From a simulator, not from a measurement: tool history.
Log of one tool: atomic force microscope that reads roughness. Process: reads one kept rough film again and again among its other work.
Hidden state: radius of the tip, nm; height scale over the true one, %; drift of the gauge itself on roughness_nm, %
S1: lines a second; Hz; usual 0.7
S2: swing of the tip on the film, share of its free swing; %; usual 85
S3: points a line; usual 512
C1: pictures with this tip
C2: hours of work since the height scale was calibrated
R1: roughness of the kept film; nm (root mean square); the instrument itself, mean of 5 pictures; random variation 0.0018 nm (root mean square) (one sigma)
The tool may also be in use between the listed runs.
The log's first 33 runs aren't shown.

| run | hour | S1 | S2 | S3 | C1 | C2 | R1 |
|---|---|---|---|---|---|---|---|
| 34 | 259.5 | 2.268 | 56 | 749 | 50 | 303 | 0.961 |
| 35 | 266.2 | 0.7 | 67 | 890 | 57 | 307 | 0.972 |
| 36 | 273 | 0.7 | 67 | 890 | 63 | 310 | 0.975 |
| 37 | 282.4 | 0.7 | 74 | 890 | 72 | 315 | 0.965 |
| 38 | 291.4 | 0.7 | 74 | 458 | 81 | 320 | 0.964 |
| 39 | 301.4 | 0.763 | 67 | 1006 | 91 | 325 | 0.976 |
| 40 | 312.4 | 2.283 | 67 | 982 | 102 | 330 | 0.927 |
| 41 | 321.8 | 2.283 | 67 | 982 | 111 | 335 | 0.927 |
| 42 | 330.3 | 1.183 | 73 | 770 | 119 | 339 | 0.942 |
| 43 | 341.5 | 1.183 | 73 | 770 | 130 | 345 | 0.947 |
| 44 | 350.5 | 0.7 | 63 | 451 | 139 | 350 | 0.979 |
| 45 | 355.3 | 0.7 | 63 | 451 | 144 | 352 | 0.981 |
| 46 | 361.1 | 0.7 | 77 | 756 | 150 | 355 | 0.958 |
| 47 | 366.3 | 0.7 | 62 | 1011 | 155 | 358 | 0.98 |
| 48 | 376 | 0.7 | 55 | 423 | 164 | 363 | 0.984 |
| 49 | 384 | 2.627 | 61 | 292 | 172 | 367 | 0.941 |
| 50 | 392.1 | 2.627 | 61 | 292 | 180 | 371 | 0.94 |
| 51 | 398.6 | 2.627 | 61 | 292 | 186 | 374 | 0.939 |
| 52 | 409.4 | 0.599 | 57 | 292 | 197 | 379 | 0.989 |
| 53 | 419.1 | 1.182 | 57 | 285 | 207 | 384 | 0.974 |
| 54 | 428.8 | 1.182 | 57 | 285 | 216 | 389 | 0.976 |

3 ways to go on from here, each from the tool as it stands after run 54. What would each give?
| A | 438.7 | 0.502 | 67 | 959 | 226 | 394 | ? |
| B | 438.7 | 0.7 | 90 | 512 | 226 | 394 | ? |
| C | 438.7 | 0.796 | 85 | 512 | 226 | 394 | ? |

| run | R1 |
|---|---|
| A | 0.98 |
| B | 0.927 |
| C | 0.932 |
Without the tool's hidden state the same runs would have given:
| run | R1 |
|---|---|
| A | 0.981 |
| B | 0.928 |
| C | 0.933 |
